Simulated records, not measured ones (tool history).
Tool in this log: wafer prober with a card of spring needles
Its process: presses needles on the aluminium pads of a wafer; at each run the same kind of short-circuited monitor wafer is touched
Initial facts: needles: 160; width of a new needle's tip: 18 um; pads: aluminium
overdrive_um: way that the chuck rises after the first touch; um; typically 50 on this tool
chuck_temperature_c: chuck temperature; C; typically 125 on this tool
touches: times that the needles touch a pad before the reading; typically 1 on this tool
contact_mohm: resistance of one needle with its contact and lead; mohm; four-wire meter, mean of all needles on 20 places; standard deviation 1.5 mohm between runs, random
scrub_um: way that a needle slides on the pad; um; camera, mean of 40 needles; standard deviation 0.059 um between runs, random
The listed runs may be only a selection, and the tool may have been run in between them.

run 1 hour=0.0 | overdrive_um=50 chuck_temperature_c=125 touches=1 | contact_mohm=139 scrub_um=7.04
-- hour=22.0 tips cleaned on abrasive film
run 2 hour=28.6 | overdrive_um=50 chuck_temperature_c=125 touches=1 | contact_mohm=140 scrub_um=6.88
-- hour=52.8 tips cleaned on abrasive film
run 3 hour=68.1 | overdrive_um=50 chuck_temperature_c=125 touches=1 | contact_mohm=142 scrub_um=7.05
-- hour=83.8 tips cleaned on abrasive film
run 4 hour=107.0 | overdrive_um=50 chuck_temperature_c=125 touches=1 | contact_mohm=142 scrub_um=7.05
-- hour=114.1 tips cleaned on abrasive film
-- hour=144.0 tips cleaned on abrasive film
run 5 hour=155.6 | overdrive_um=50 chuck_temperature_c=42 touches=1 | contact_mohm=125 scrub_um=7.03
-- hour=171.7 tips cleaned on abrasive film
-- hour=202.8 tips cleaned on abrasive film
run 6 hour=210.6 | overdrive_um=30 chuck_temperature_c=125 touches=1 | contact_mohm=163 scrub_um=4.18
-- hour=231.0 tips cleaned on abrasive film
run 7 hour=237.2 | overdrive_um=30 chuck_temperature_c=125 touches=1 | contact_mohm=162 scrub_um=4.15
-- hour=260.6 tips cleaned on abrasive film
run 8 hour=260.6 | overdrive_um=50 chuck_temperature_c=125 touches=1 | contact_mohm=137 scrub_um=6.99
-- hour=289.9 tips cleaned on abrasive film
run 9 hour=308.0 | overdrive_um=50 chuck_temperature_c=125 touches=1 | contact_mohm=140 scrub_um=7.01
-- hour=319.8 tips cleaned on abrasive film
run 10 hour=337.9 | overdrive_um=50 chuck_temperature_c=125 touches=2 | contact_mohm=141 scrub_um=7.02
-- hour=351.0 tips cleaned on abrasive film
-- hour=378.7 tips cleaned on abrasive film
run 11 hour=385.5 | overdrive_um=31 chuck_temperature_c=125 touches=1 | contact_mohm=166 scrub_um=4.35
-- hour=408.7 tips cleaned on abrasive film
run 12 hour=409.3 | overdrive_um=31 chuck_temperature_c=125 touches=1 | contact_mohm=162 scrub_um=4.39
run 13 hour=434.5 | overdrive_um=31 chuck_temperature_c=125 touches=1 | contact_mohm=162 scrub_um=4.31
-- hour=437.4 tips cleaned on abrasive film
-- hour=466.2 tips cleaned on abrasive film
run 14 hour=477.3 | overdrive_um=41 chuck_temperature_c=125 touches=1 | contact_mohm=147 scrub_um=5.74
-- hour=492.9 height of the first contact set anew
-- hour=497.4 tips cleaned on abrasive film
run 15 hour=523.9 | overdrive_um=41 chuck_temperature_c=125 touches=1 | contact_mohm=148 scrub_um=5.67
-- hour=527.1 tips cleaned on abrasive film
-- hour=555.2 tips cleaned on abrasive film
run 16 hour=568.1 | overdrive_um=50 chuck_temperature_c=125 touches=3 | contact_mohm=142 scrub_um=7.04
-- hour=584.5 tips cleaned on abrasive film
run 17 hour=606.3 | overdrive_um=50 chuck_temperature_c=125 touches=3 | contact_mohm=142 scrub_um=6.97
-- hour=612.3 tips cleaned on abrasive film
-- hour=642.8 tips cleaned on abrasive film
run 18 hour=650.9 | overdrive_um=48 chuck_temperature_c=125 touches=1 | contact_mohm=142 scrub_um=6.77
-- hour=672.9 tips cleaned on abrasive film
run 19 hour=684.9 | overdrive_um=62 chuck_temperature_c=62 touches=3 | contact_mohm=124 scrub_um=8.70
-- hour=702.5 tips cleaned on abrasive film
run 20 hour=708.2 | overdrive_um=62 chuck_temperature_c=62 touches=3 | contact_mohm=123 scrub_um=8.74

Run 21, settings as shown, results not yet in. Your forecast:
-- hour=732.4 tips cleaned on abrasive film
run 21 hour=741.4 | overdrive_um=33 chuck_temperature_c=125 touches=1 | contact_mohm=? scrub_um=?

contact_mohm: 159 mohm
scrub_um: 4.64 um
Take away the tool's hidden state, keep the run-to-run variation as it was, and the same run would have given contact_mohm 158 mohm, scrub_um 4.64 um.

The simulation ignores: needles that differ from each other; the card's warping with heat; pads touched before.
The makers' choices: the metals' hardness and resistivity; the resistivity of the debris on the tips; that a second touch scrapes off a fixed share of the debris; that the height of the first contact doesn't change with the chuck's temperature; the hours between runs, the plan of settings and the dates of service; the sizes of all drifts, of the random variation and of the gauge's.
